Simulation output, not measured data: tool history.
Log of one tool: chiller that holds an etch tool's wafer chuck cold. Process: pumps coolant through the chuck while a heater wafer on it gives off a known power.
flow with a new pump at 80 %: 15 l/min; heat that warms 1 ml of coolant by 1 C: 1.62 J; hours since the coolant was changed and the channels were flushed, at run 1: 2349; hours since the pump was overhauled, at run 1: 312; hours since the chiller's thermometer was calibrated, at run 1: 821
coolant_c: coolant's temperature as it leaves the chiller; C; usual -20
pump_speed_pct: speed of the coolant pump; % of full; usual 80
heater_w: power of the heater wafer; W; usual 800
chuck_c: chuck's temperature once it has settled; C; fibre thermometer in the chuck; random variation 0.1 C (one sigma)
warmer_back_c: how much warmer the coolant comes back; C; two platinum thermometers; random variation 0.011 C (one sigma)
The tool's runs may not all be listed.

run,hour,coolant_c,pump_speed_pct,heater_w,hours since the coolant was changed and the channels were flushed,hours since the pump was overhauled,hours since the chiller's thermometer was calibrated,chuck_c,warmer_back_c
1,0.0,-20,80,800,2349,312,821,-12.4,1.94
2,19.8,-24,80,800,2369,331,841,-16.4,1.96
3,43.1,-20,80,800,2392,355,864,-12.4,1.97
4,87.4,-20,80,800,2436,399,908,-12.2,1.98
5,126.9,-20,80,800,2476,439,948,-12.2,1.98
6,152.8,-20,80,800,2502,464,974,-12.2,1.98
7,198.3,-20,80,800,2547,510,1019,-12.3,1.98
8,229.6,-20,80,800,2579,541,1051,-12.4,1.96
9,260.8,-20,80,800,2610,572,1082,-12.6,1.96
10,284.5,-17,69,1078,2634,596,1106,-5.7,3.11
11,303.9,-18,79,474,2653,616,1125,-13.3,1.18
12,341.1,-18,79,742,2690,653,1162,-10.9,1.84
13,362.7,-18,98,1115,2712,674,1184,-8.6,2.23

The next listed run, before its measurement:
14,401.8,-18,98,1115,2751,713,1223,?,?

chuck_c: -8.9 C
warmer_back_c: 2.21 C
Without the tool's hidden state the same run would have given chuck_c -9.0 C, warmer_back_c 2.21 C.
